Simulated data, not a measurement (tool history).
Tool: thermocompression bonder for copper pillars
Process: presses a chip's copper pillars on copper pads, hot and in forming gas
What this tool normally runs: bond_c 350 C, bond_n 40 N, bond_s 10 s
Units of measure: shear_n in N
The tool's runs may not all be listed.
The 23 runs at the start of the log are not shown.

run,hour,bond_c,bond_n,bond_s,hours of work since the heater was calibrated,hours of work since the force cell was calibrated,hours of work since the gas filter was changed,shear_n
24,1065.5,328,53,10,172,945,256,54.1
25,1103.9,363,57,29,197,970,281,78.5
26,1147.3,363,57,29,224,997,308,79.1
# hour 1173.1: forming gas filter changed
27,1190.4,339,43,5,251,1024,11,45.4
28,1216.0,374,31,5,268,1041,27,49.0
29,1270.9,374,31,5,303,1076,62,48.4
30,1295.0,374,31,5,318,1091,78,48.2
31,1347.6,379,40,17,352,1125,111,75.3
32,1371.6,344,44,13,367,1140,127,61.8
33,1416.0,343,44,13,395,1168,155,61.0
34,1474.1,334,44,12,432,1205,192,53.9
35,1526.4,367,44,12,466,1239,225,67.2
36,1550.0,366,53,8,481,1254,240,66.8

For run 37, what comes out?
37,1574.0,350,24,13,496,1269,256,?

{"run 37": {"shear_n": 42.3}}
Take away the tool's hidden state, keep the run-to-run variation as it was, and the same run would have given shear_n 44.0 N.
